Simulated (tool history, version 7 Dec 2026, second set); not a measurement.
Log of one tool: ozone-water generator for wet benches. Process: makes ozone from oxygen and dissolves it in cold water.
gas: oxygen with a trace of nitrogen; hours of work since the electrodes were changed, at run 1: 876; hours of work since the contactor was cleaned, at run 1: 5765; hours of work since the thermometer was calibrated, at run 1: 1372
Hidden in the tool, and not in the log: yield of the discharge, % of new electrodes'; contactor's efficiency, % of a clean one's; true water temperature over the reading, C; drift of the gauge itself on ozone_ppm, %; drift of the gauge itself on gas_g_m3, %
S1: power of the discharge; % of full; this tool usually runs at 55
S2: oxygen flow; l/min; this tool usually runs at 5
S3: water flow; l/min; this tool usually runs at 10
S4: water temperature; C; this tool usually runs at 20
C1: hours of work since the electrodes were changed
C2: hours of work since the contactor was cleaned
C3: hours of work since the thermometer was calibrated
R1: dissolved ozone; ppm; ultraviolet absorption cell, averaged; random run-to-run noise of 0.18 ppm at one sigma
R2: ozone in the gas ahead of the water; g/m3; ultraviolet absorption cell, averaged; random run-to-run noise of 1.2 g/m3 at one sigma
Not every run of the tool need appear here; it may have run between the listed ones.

Run 1, hour 0: usual settings; C1 876; C2 5765; C3 1372. Result: R1 25.8 ppm, R2 209.1 g/m3.
Run 2, hour 46.6: usual settings; C1 905; C2 5794; C3 1401. Result: R1 26 ppm, R2 210 g/m3.
Run 3, hour 90.2: usual settings; C1 932; C2 5821; C3 1429. Result: R1 25.6 ppm, R2 206.7 g/m3.
Run 4, hour 130.2: usual settings; C1 957; C2 5846; C3 1453. Result: R1 25.6 ppm, R2 208.1 g/m3.
Run 5, hour 152.8: usual settings but S4 19 C; C1 971; C2 5860; C3 1468. Result: R1 26 ppm, R2 210.2 g/m3.
Run 6, hour 193.8: usual settings; C1 997; C2 5886; C3 1493. Result: R1 25.5 ppm, R2 211.8 g/m3.
Run 7, hour 231.2: usual settings but S1 50 % of full; C1 1020; C2 5909; C3 1516. Result: R1 23.6 ppm, R2 194.7 g/m3.
Run 8, hour 258.2: usual settings but S1 50 % of full; C1 1037; C2 5926; C3 1533. Result: R1 23.7 ppm, R2 192.5 g/m3.
Run 9, hour 284.3: usual settings but S2 2.93 l/min; C1 1053; C2 5942; C3 1549. Result: R1 27.8 ppm, R2 287.5 g/m3.
Run 10, hour 321.9: usual settings but S2 2.93 l/min; C1 1076; C2 5966; C3 1573. Result: R1 27.9 ppm, R2 289.7 g/m3.
Run 11, hour 369.9: usual settings but S2 2.93 l/min; C1 1106; C2 5996; C3 1603. Result: R1 27.6 ppm, R2 287.7 g/m3.
Run 12, hour 409.8: usual settings; C1 1131; C2 6020; C3 1628. Result: R1 25.4 ppm, R2 212.2 g/m3.
Run 13, hour 459.6: usual settings; C1 1162; C2 6051; C3 1659. Result: R1 25.5 ppm, R2 212.5 g/m3.
Run 14, hour 509.9: usual settings; C1 1194; C2 6083; C3 1690. Result: R1 25.5 ppm, R2 212.7 g/m3.
Run 15, hour 534.1: usual settings; C1 1209; C2 6098; C3 1705. Result: R1 25.4 ppm, R2 211.4 g/m3.
Run 16, hour 568.3: usual settings; C1 1230; C2 6119; C3 1726. Result: R1 25.9 ppm, R2 212.7 g/m3.
Run 17, hour 590.5: usual settings; C1 1244; C2 6133; C3 1740. Result: R1 25.9 ppm, R2 214.3 g/m3.
Run 18, hour 633.9: usual settings but S1 46 % of full, S2 5.5 l/min, S3 7 l/min; C1 1271; C2 6160; C3 1767. Result: R1 26.2 ppm, R2 173.3 g/m3.
Run 19, hour 655.1: usual settings but S1 58 % of full, S2 4.46 l/min, S3 7 l/min, S4 19 C; C1 1284; C2 6173; C3 1780. Result: R1 34.4 ppm, R2 239.8 g/m3.
Run 20, hour 699.9: usual settings but S1 41 % of full, S4 13 C; C1 1312; C2 6201; C3 1808. Result: R1 23 ppm, R2 166.3 g/m3.
Run 21, hour 721.3: usual settings but S1 41 % of full, S4 13 C; C1 1325; C2 6214; C3 1822. Result: R1 22.9 ppm, R2 167.2 g/m3.
Run 22, hour 746.6: usual settings but S1 41 % of full, S4 13 C; C1 1341; C2 6230; C3 1837. Result: R1 22.8 ppm, R2 167.1 g/m3.
Run 23, hour 771.8: usual settings but S1 41 % of full, S4 13 C; C1 1357; C2 6246; C3 1853. Result: R1 23 ppm, R2 167.6 g/m3.
Run 24, hour 817.3: usual settings but S3 11 l/min, S4 16 C; C1 1385; C2 6274; C3 1881. Result: R1 25.6 ppm, R2 212.1 g/m3.
Run 25, hour 862.1: usual settings but S4 18 C; C1 1413; C2 6302; C3 1909. Result: R1 26.6 ppm, R2 214.7 g/m3.
Run 26, hour 902.4: usual settings but S1 57 % of full; C1 1438; C2 6327; C3 1934. Result: R1 26.5 ppm, R2 221.8 g/m3.
At hour 922.8: gauge calibrated.
Run 27, hour 937.7: usual settings but S1 51 % of full, S3 11 l/min; C1 1460; C2 6349; C3 1956. Result: R1 22.6 ppm, R2 196 g/m3.
Run 28, hour 962.4: usual settings but S1 51 % of full, S3 11 l/min; C1 1475; C2 6365; C3 1972. Result: R1 22.8 ppm, R2 195 g/m3.
Run 29, hour 1008.9: usual settings but S3 11 l/min, S4 18 C; C1 1504; C2 6394; C3 2001. Result: R1 25.3 ppm, R2 208.9 g/m3.
Run 30, hour 1029.8: usual settings but S2 8.46 l/min, S3 11 l/min, S4 18 C; C1 1517; C2 6407; C3 2014. Result: R1 22.4 ppm, R2 151.9 g/m3.
Run 31, hour 1070.9: usual settings but S1 61 % of full, S2 8.46 l/min, S3 9 l/min, S4 22 C; C1 1543; C2 6432; C3 2039. Result: R1 24.4 ppm, R2 168.6 g/m3.
Run 32, hour 1105: usual settings but S1 50 % of full, S2 8.56 l/min, S3 9 l/min, S4 19 C; C1 1564; C2 6453; C3 2061. Result: R1 22 ppm, R2 141.9 g/m3.
Run 33, hour 1154.9: usual settings but S1 48 % of full, S2 8.25 l/min, S3 9 l/min, S4 16 C; C1 1595; C2 6485; C3 2092. Result: R1 23 ppm, R2 139.7 g/m3.
Run 34, hour 1178.2: usual settings but S1 76 % of full, S2 8.25 l/min, S3 6 l/min, S4 17 C; C1 1610; C2 6499; C3 2106. Result: R1 39.8 ppm, R2 205.6 g/m3.

For some of the steps in R2 from one run to the next: how much would appear even if the tool had no hidden state, given the settings, what came in and random variation, and how much remains for the hidden state plus any gauge scatter that the measured result and the result without hidden state don't share?
Run 8 -> 9: S1 50 -> 55, S2 5 -> 2.93. R2 +95 g/m3: hidden state +1, all else +94.
Run 11 -> 12: S2 2.93 -> 5. R2 -75.5 g/m3: hidden state -0.5, all else -75.
Run 18 -> 19: S1 46 -> 58, S2 5.5 -> 4.46, S4 20 -> 19. R2 +66.5 g/m3: hidden state +1.3, all else +65.2.
Run 19 -> 20: S1 58 -> 41, S2 4.46 -> 5, S3 7 -> 10, S4 19 -> 13. R2 -73.5 g/m3: hidden state -1.2, all else -72.3.
Run 23 -> 24: S1 41 -> 55, S3 10 -> 11, S4 13 -> 16. R2 +44.5 g/m3: hidden state +1.3, all else +43.2.
Run 26 -> 27: S1 57 -> 51, S3 10 -> 11, gauge calibrated. R2 -25.8 g/m3: hidden state -6.1, all else -19.7.

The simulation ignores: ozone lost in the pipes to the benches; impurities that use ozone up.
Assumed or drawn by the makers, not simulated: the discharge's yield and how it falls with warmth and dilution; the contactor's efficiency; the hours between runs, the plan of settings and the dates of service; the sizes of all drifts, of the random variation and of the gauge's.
